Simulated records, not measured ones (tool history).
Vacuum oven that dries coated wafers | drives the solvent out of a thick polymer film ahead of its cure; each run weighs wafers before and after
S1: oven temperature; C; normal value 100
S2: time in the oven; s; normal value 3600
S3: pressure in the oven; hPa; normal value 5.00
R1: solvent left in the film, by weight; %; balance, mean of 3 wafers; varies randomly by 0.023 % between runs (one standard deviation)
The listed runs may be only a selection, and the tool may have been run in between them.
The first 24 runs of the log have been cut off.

{"run": 25, "hour": 1244.1, "S1": 101, "S2": 3720, "S3": 11.14, "R1": 3.56}
{"run": 26, "hour": 1317.7, "S1": 101, "S2": 3720, "S3": 11.14, "R1": 3.61}
{"run": 27, "hour": 1350.6, "S1": 111, "S2": 4320, "S3": 2.82, "R1": 1.13}
{"run": 28, "hour": 1412.1, "S1": 97, "S2": 3060, "S3": 12.59, "R1": 5.56}
{"run": 29, "hour": 1481.0, "S1": 97, "S2": 3060, "S3": 12.59, "R1": 5.61}
{"run": 30, "hour": 1523.9, "S1": 97, "S2": 3060, "S3": 12.59, "R1": 5.66}
{"run": 31, "hour": 1562.4, "S1": 96, "S2": 4980, "S3": 4.96, "R1": 2.94}
{"run": 32, "hour": 1610.1, "S1": 96, "S2": 4980, "S3": 4.96, "R1": 2.92}
{"run": 33, "hour": 1665.1, "S1": 96, "S2": 1980, "S3": 4.32, "R1": 7.94}
{"run": 34, "hour": 1700.5, "S1": 96, "S2": 1980, "S3": 4.32, "R1": 7.91}
{"run": 35, "hour": 1742.2, "S1": 90, "S2": 3600, "S3": 5.31, "R1": 6.05}
{"run": 36, "hour": 1800.7, "S1": 97, "S2": 3600, "S3": 17.05, "R1": 5.14}

Alternative continuations, all from the tool just after run 36; predict every row:
{"hour": 1834.6, "done": "oven's thermocouples calibrated"}
{"run": "A", "hour": 1838.6, "S1": 109, "S2": 2940, "S3": 9.87, "R1": "?"}
{"hour": 1834.6, "done": "oven's thermocouples calibrated"}
{"run": "B", "hour": 1838.6, "S1": 97, "S2": 3600, "S3": 11.31, "R1": "?"}
{"hour": 1834.6, "done": "oven's thermocouples calibrated"}
{"run": "C", "hour": 1838.6, "S1": 100, "S2": 3600, "S3": 5.79, "R1": "?"}
{"hour": 1834.6, "done": "oven's thermocouples calibrated"}
{"run": "D", "hour": 1838.6, "S1": 97, "S2": 6300, "S3": 2.99, "R1": "?"}

run=A R1=3.07
run=B R1=4.57
run=C R1=3.65
run=D R1=1.65
With the hidden condition removed and each run's random variation left untouched, the same runs would have given:
run=A R1=2.99
run=B R1=4.45
run=C R1=3.54
run=D R1=1.50

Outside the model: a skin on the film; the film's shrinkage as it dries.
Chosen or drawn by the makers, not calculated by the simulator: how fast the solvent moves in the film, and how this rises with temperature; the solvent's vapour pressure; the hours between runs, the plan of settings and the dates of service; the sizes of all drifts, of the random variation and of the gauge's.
